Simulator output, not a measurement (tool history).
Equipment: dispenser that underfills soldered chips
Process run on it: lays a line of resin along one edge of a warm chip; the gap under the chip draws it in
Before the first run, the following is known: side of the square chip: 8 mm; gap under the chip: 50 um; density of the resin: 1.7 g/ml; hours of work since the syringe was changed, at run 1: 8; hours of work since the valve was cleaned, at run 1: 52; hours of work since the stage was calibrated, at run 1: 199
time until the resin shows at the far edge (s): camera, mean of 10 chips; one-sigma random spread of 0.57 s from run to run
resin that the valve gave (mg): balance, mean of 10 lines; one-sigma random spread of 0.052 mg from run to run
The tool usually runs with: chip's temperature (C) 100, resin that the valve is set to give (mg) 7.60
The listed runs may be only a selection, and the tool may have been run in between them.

run   hour  chip's temperature (C)  resin that the valve is set to give (mg)  hours of work since the syringe was changed  hours of work since the valve was cleaned  hours of work since the stage was calibrated  time until the resin shows at the far edge (s)  resin that the valve gave (mg)
  1    0.0                     100                                      7.60                                            8                                         52                                           199                                            69.7                            7.30
       3.2  -- new syringe of resin
  2    5.5                     100                                      9.14                                            2                                         56                                           203                                            49.8                            8.80
  3   10.3                     100                                      9.14                                            5                                         60                                           206                                            57.5                            8.74
  4   15.9                     100                                      6.75                                            9                                         64                                           210                                            77.0                            6.45
      16.6  -- new syringe of resin
  5   19.2                     100                                      6.75                                            2                                         66                                           212                                            53.0                            6.38
  6   25.0                     100                                      6.75                                            6                                         70                                           217                                            66.6                            6.49
      29.9  -- new syringe of resin
  7   29.9                     100                                      8.30                                            0                                         74                                           220                                            46.9                            7.85
  8   35.8                      97                                      7.60                                            4                                         78                                           224                                            65.7                            7.15
      39.4  -- dispensing valve cleaned and set on the balance
  9   41.2                     100                                      7.55                                            7                                          1                                           227                                            68.0                            7.63
      44.2  -- new syringe of resin
 10   44.9                     100                                      8.09                                            0                                          4                                           230                                            48.1                            8.06
 11   50.5                      91                                      7.96                                            5                                          8                                           234                                            83.4                            7.84
      57.5  -- new syringe of resin
 12   57.8                      96                                      6.67                                            0                                         13                                           239                                            59.5                            6.57
 13   61.4                      90                                      9.72                                            3                                         16                                           242                                            77.2                            9.66
 14   68.4                      90                                      9.72                                            8                                         21                                           247                                            96.3                            9.55
      70.9  -- new syringe of resin
 15   75.2                      90                                      9.72                                            3                                         25                                           251                                            79.3                            9.54
 16   81.0                      90                                      6.75                                            7                                         30                                           256                                           102.1                            6.62
      84.4  -- new syringe of resin
 17   85.8                     112                                      8.16                                            1                                         33                                           259                                            32.1                            7.99
 18   91.6                      88                                      9.52                                            5                                         37                                           263                                            94.1                            9.31
 19   95.1                      90                                      7.24                                            8                                         40                                           266                                           101.8                            7.08
      98.3  -- new syringe of resin
 20  102.5                      90                                      7.24                                            3                                         45                                           271                                            79.6                            7.05

Consider 4 possible next runs. They are alternatives, not a sequence: every one starts from the tool as it was left by run 20. What does each give?
  A  105.5                     100                                      7.68                                            5                                         47                                           273                                               ?                               ?
  B  105.5                      89                                      7.28                                            5                                         47                                           273                                               ?                               ?
  C  105.5                     109                                      9.02                                            5                                         47                                           273                                               ?                               ?
  D  105.5                     115                                      7.77                                            5                                         47                                           273                                               ?                               ?

run  time until the resin shows at the far edge (s)  resin that the valve gave (mg)
  A                                            59.7                            7.44
  B                                            92.8                            7.08
  C                                            42.2                            8.75
  D                                            34.9                            7.50
With no hidden state in the tool, these same runs would have given:
run  time until the resin shows at the far edge (s)  resin that the valve gave (mg)
  A                                            47.9                            7.69
  B                                            74.6                            7.32
  C                                            34.0                            9.05
  D                                            28.0                            7.75

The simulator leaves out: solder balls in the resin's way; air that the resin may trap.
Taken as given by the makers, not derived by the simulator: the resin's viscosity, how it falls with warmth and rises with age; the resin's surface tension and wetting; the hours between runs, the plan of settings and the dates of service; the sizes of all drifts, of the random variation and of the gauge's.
